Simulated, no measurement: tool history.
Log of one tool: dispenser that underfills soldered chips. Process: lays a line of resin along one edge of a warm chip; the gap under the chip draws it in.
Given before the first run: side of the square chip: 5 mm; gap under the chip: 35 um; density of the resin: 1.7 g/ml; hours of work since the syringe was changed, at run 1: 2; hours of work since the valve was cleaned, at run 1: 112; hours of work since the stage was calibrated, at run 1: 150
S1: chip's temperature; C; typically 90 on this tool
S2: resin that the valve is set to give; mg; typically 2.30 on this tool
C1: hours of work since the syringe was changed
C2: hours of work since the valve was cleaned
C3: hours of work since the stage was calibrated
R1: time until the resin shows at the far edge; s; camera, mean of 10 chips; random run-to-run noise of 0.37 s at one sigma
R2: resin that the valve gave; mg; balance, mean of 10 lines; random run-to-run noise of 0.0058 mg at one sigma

{"run": 1, "hour": 0.0, "S1": 90, "S2": 2.3, "C1": 2, "C2": 112, "C3": 150, "R1": 25.2, "R2": 2.176}
{"run": 2, "hour": 2.8, "S1": 90, "S2": 2.3, "C1": 5, "C2": 114, "C3": 152, "R1": 30.3, "R2": 2.178}
{"hour": 4.8, "done": "new syringe of resin"}
{"run": 3, "hour": 6.1, "S1": 90, "S2": 2.3, "C1": 1, "C2": 116, "C3": 155, "R1": 22.5, "R2": 2.166}
{"run": 4, "hour": 12.0, "S1": 78, "S2": 2.3, "C1": 5, "C2": 121, "C3": 159, "R1": 51.8, "R2": 2.172}
{"hour": 13.5, "done": "new syringe of resin"}
{"run": 5, "hour": 17.2, "S1": 90, "S2": 2.32, "C1": 3, "C2": 124, "C3": 163, "R1": 26.2, "R2": 2.193}
{"hour": 20.3, "done": "dispensing valve cleaned and set on the balance"}
{"hour": 22.7, "done": "new syringe of resin"}
{"run": 6, "hour": 23.1, "S1": 88, "S2": 2.3, "C1": 0, "C2": 2, "C3": 166, "R1": 23.2, "R2": 2.3}
{"run": 7, "hour": 27.4, "S1": 88, "S2": 2.3, "C1": 3, "C2": 5, "C3": 169, "R1": 28.7, "R2": 2.306}
{"hour": 31.1, "done": "new syringe of resin"}
{"run": 8, "hour": 31.5, "S1": 88, "S2": 2.3, "C1": 0, "C2": 8, "C3": 172, "R1": 23.1, "R2": 2.301}
{"run": 9, "hour": 35.3, "S1": 88, "S2": 2.3, "C1": 3, "C2": 11, "C3": 175, "R1": 28.9, "R2": 2.301}
{"hour": 39.5, "done": "new syringe of resin"}
{"run": 10, "hour": 39.5, "S1": 95, "S2": 2.3, "C1": 0, "C2": 14, "C3": 178, "R1": 17.3, "R2": 2.293}
{"run": 11, "hour": 42.6, "S1": 79, "S2": 2.96, "C1": 2, "C2": 16, "C3": 180, "R1": 36.3, "R2": 2.944}
{"hour": 47.7, "done": "new syringe of resin"}
{"run": 12, "hour": 49.0, "S1": 79, "S2": 2.96, "C1": 1, "C2": 20, "C3": 184, "R1": 33.6, "R2": 2.936}
{"run": 13, "hour": 54.7, "S1": 101, "S2": 2.85, "C1": 5, "C2": 25, "C3": 189, "R1": 21.0, "R2": 2.829}
{"hour": 56.0, "done": "new syringe of resin"}
{"run": 14, "hour": 60.6, "S1": 101, "S2": 2.85, "C1": 3, "C2": 29, "C3": 193, "R1": 18.4, "R2": 2.809}
{"hour": 64.5, "done": "new syringe of resin"}
{"run": 15, "hour": 67.0, "S1": 90, "S2": 2.44, "C1": 2, "C2": 33, "C3": 197, "R1": 24.1, "R2": 2.411}

Each row is a separate what-if for the run after 15, all from the same tool condition, not one after another. Results?
{"run": "A", "hour": 71.6, "S1": 97, "S2": 2.3, "C1": 5, "C2": 37, "C3": 201, "R1": "?", "R2": "?"}
{"run": "B", "hour": 71.6, "S1": 75, "S2": 2.72, "C1": 5, "C2": 37, "C3": 201, "R1": "?", "R2": "?"}
{"run": "C", "hour": 71.6, "S1": 77, "S2": 2.03, "C1": 5, "C2": 37, "C3": 201, "R1": "?", "R2": "?"}
{"run": "D", "hour": 71.6, "S1": 82, "S2": 2.65, "C1": 5, "C2": 37, "C3": 201, "R1": "?", "R2": "?"}

run=A R1=25.6 R2=2.265
run=B R1=54.4 R2=2.687
run=C R1=53.5 R2=1.997
run=D R1=41.9 R2=2.627
Take away the tool's hidden state, keep each run's random variation, and the runs would have read:
run=A R1=17.7 R2=2.296
run=B R1=37.7 R2=2.725
run=C R1=37.0 R2=2.024
run=D R1=29.0 R2=2.663
